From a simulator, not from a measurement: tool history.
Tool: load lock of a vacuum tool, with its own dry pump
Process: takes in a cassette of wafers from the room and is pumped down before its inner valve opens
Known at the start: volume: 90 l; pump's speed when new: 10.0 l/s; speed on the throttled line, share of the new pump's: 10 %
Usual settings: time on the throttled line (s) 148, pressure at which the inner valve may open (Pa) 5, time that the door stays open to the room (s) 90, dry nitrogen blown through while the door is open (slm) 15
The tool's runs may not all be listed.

run,hour,time on the throttled line (s),pressure at which the inner valve may open (Pa),time that the door stays open to the room (s),dry nitrogen blown through while the door is open (slm),"incoming humidity of the room's air, %",time from the closed door until the inner valve may open (s),rise of the pressure with all valves shut (Pa/min)
1,0,148,5,90,15,42.3,235.6,0.104
2,122.6,148,5,90,15,41.5,235.2,0.109
3,350.6,148,5,90,15,43,237.2,0.114
4,472.4,75,5,90,15,43.1,172.9,0.114
5,706,75,5,90,15,46,171.9,0.121
6,880.6,75,5,90,15,46.4,174.4,0.118
7,1155,75,5,90,15,45.8,174.6,0.123
8,1395.5,75,5,90,15,46.3,175.1,0.126
9,1555.5,148,5,90,15,45.9,236.6,0.124
10,1721.4,148,6,90,15,47.2,234.6,0.129
11,1934.9,105,5,90,15,45.4,200.7,0.136
12,2055.4,105,5,90,15,47.7,200,0.132
13,2179.1,105,5,90,15,44.6,201.4,0.132
14,2367.9,148,5,90,15,44.4,238.4,0.138
15,2517.3,148,5,90,15,44,238.9,0.152
16,2647.8,148,5,90,14,45.8,239.3,0.148
17,2908.6,148,5,90,14,44.9,240.9,0.148
18,3039.5,148,5,90,14,43.3,240,0.15

Run 19 comes next. What will it give?
19,3227,148,5,90,14,43.4,?,?

time from the closed door until the inner valve may open (s): 238.7
rise of the pressure with all valves shut (Pa/min): 0.147
Without the tool's hidden state the same run would have given time from the closed door until the inner valve may open (s) 221.5, rise of the pressure with all valves shut (Pa/min) 0.015.

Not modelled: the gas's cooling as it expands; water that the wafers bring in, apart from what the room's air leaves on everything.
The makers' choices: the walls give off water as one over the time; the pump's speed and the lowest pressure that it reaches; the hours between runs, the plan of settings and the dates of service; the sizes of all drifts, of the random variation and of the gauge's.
